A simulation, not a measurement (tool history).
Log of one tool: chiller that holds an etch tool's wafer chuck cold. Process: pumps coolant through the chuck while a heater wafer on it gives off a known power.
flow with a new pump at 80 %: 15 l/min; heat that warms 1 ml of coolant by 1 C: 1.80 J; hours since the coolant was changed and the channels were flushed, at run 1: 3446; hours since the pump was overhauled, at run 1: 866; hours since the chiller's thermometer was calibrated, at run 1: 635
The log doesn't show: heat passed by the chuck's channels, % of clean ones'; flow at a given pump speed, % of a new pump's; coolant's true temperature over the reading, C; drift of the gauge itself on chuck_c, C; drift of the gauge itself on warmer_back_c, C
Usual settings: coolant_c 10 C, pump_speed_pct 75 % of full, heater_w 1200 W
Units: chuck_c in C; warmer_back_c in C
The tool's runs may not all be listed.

run	day	coolant_c	pump_speed_pct	heater_w	hours since the coolant was changed and the channels were flushed	hours since the pump was overhauled	hours since the chiller's thermometer was calibrated	chuck_c	warmer_back_c
1	0	10	75	1200	3446	866	635	22.3	2.88
2	5.588	10	75	1200	3580	1000	769	22.3	2.91
3	8.242	10	79	1200	3644	1064	833	22	2.69
4	11.275	10	79	1200	3717	1136	906	22	2.73
5	14.45	10	79	1200	3793	1212	982	22.1	2.66
6	17.529	10	79	1200	3867	1286	1056	22	2.68
7	20.621	10	79	1200	3941	1361	1130	22	2.71
8	25.625	10	79	1200	4061	1481	1250	21.9	2.74
9	30.675	10	79	1200	4182	1602	1371	22.2	2.7
10	34.538	10	96	1200	4275	1695	1464	20.4	2.17
11	39.429	10	75	1200	4392	1812	1581	22.5	2.83
12	44.662	10	75	1200	4518	1938	1707	22.4	2.83
13	48.054	10	75	1242	4599	2019	1788	23	2.96
14	51.304	10	75	1200	4677	2097	1866	22.4	2.92
15	56.821	10	75	1200	4810	2229	1999	22.3	2.89
16	59.879	19	97	1384	4883	2303	2072	30.9	2.43
17	64.446	8	75	1464	4993	2412	2182	23.2	3.51
18	68.029	8	75	1464	5079	2498	2268	23.3	3.51
19	73.317	13	63	1242	5206	2625	2395	27.7	3.63
20	75.612	13	63	1242	5261	2680	2450	27.7	3.6
21	79.958	13	60	795	5365	2785	2554	22.8	2.48
22	83.758	13	60	795	5456	2876	2645	22.5	2.51
23	88.075	12	82	1570	5560	2979	2749	27.2	3.38
24	91.817	15	87	893	5650	3069	2839	23.2	1.83
25	94.575	15	87	893	5716	3136	2905	23.3	1.83
# day 97.317: chiller's thermometer calibrated
26	99.779	15	87	893	5840	3259	59	23.2	1.76
27	102.962	2	87	1354	5916	3336	136	14.6	2.76
28	105.629	11	87	615	5980	3400	200	16.8	1.29

Forecast each of these 4 alternatives for the next run:
A	109.542	9	72	1200	6074	3494	293	?	?
B	109.542	11	93	1292	6074	3494	293	?	?
C	109.542	19	69	1644	6074	3494	293	?	?
D	109.542	10	62	883	6074	3494	293	?	?

run	chuck_c	warmer_back_c
A	21.8	2.93
B	22.4	2.43
C	37.1	4.31
D	20.7	2.62
Without the tool's hidden state the same runs would have given:
run	chuck_c	warmer_back_c
A	21.8	2.92
B	22.3	2.43
C	37.1	4.31
D	20.7	2.62

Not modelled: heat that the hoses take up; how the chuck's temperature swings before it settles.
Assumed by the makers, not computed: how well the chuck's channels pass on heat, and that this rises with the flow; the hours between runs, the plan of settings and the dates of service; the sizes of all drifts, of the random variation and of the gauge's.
